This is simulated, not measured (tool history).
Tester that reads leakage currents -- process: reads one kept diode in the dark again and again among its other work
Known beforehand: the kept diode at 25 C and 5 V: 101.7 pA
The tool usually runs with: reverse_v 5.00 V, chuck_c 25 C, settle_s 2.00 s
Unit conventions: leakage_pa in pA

run    hour  reverse_v  chuck_c  settle_s  leakage_pa
  1     0.0       5.00       25      2.00      122.19
  2    25.4       5.00       25      2.00      122.23
  3    68.0       5.00       25      2.00      121.76
  4   104.0       5.00       25      2.00      122.75
  5   137.9       5.00       25      2.00      123.61
  6   160.1       5.00       25      2.00      123.83
  7   195.5       5.00       25      2.00      122.93
  8   223.9       5.00       25      2.00      123.74
  9   244.1       5.00       30      2.00      187.41
      263.3  -- chuck's temperature calibrated
 10   280.6       5.00       30      2.00      161.72
 11   303.5       5.00       30      2.00      162.39
 12   342.7       5.00       30      2.00      162.12
 13   379.8       5.00       30      2.00      163.84
 14   420.9       5.00       30      2.00      163.46
 15   465.0       5.00       25      3.32      108.32
 16   486.9       5.00       25      1.44      109.35
 17   516.6       5.00       25      1.44      108.62
 18   535.1       5.00       25      1.44      109.55
 19   559.1       5.00       24      2.00      100.44
 20   598.8       5.00       24      2.00      100.69
 21   628.8       2.03       24      2.00       70.85
 22   664.8       5.00       23      0.77       93.77
 23   696.2       5.00       25      0.88      110.60
 24   722.7       9.64       22      1.53      113.65
 25   765.1       9.64       22      1.53      113.77
 26   789.2       5.06       52      5.38      923.51
 27   811.9       8.47       23      7.91      116.43
 28   853.2       8.47       23      7.91      116.20
 29   871.9       5.12       25      7.91      112.07
 30   912.9       5.12       25      7.91      111.79
 31   936.8       5.12       25      7.91      112.47
 32   958.5       8.77       49      4.28      908.82
 33   978.4       8.77       49      4.28      913.15
 34  1005.0       8.77       49      4.28      914.87
 35  1048.6       1.43       38      1.55      202.71
 36  1074.7       1.43       38      1.55      201.79
 37  1109.7       8.21       38      1.55      391.03
 38  1143.7       1.81       59      1.55     1053.48
 39  1177.3       1.01       27      0.43       72.49
 40  1217.5       1.01       46      6.65      332.82

How would selected steps in leakage_pa from run to run divide? Give the signed amount a tool lacking its hidden state would still show from settings, what came in and random variation, and the signed amount left for the hidden state, including any gauge scatter that is not in both of the compared results.
The tool's hidden condition here consists of: stray current of the dirty probe card, pA a volt; current scale over the true one, %; true chuck temperature over the reading, C; drift of the gauge itself on leakage_pa, %.
Run 25 -> 26: reverse_v 9.64 -> 5.06, chuck_c 22 -> 52, settle_s 1.53 -> 5.38. leakage_pa +809.74 pA: hidden state +13.64, all else +796.10.
Run 26 -> 27: reverse_v 5.06 -> 8.47, chuck_c 52 -> 23, settle_s 5.38 -> 7.91. leakage_pa -807.08 pA: hidden state -14.38, all else -792.70.
Run 31 -> 32: reverse_v 5.12 -> 8.77, chuck_c 25 -> 49, settle_s 7.91 -> 4.28. leakage_pa +796.35 pA: hidden state +28.40, all else +767.95.
Run 34 -> 35: reverse_v 8.77 -> 1.43, chuck_c 49 -> 38, settle_s 4.28 -> 1.55. leakage_pa -712.16 pA: hidden state -31.16, all else -681.00.
Run 38 -> 39: reverse_v 1.81 -> 1.01, chuck_c 59 -> 27, settle_s 1.55 -> 0.43. leakage_pa -980.99 pA: hidden state -35.34, all else -945.65.

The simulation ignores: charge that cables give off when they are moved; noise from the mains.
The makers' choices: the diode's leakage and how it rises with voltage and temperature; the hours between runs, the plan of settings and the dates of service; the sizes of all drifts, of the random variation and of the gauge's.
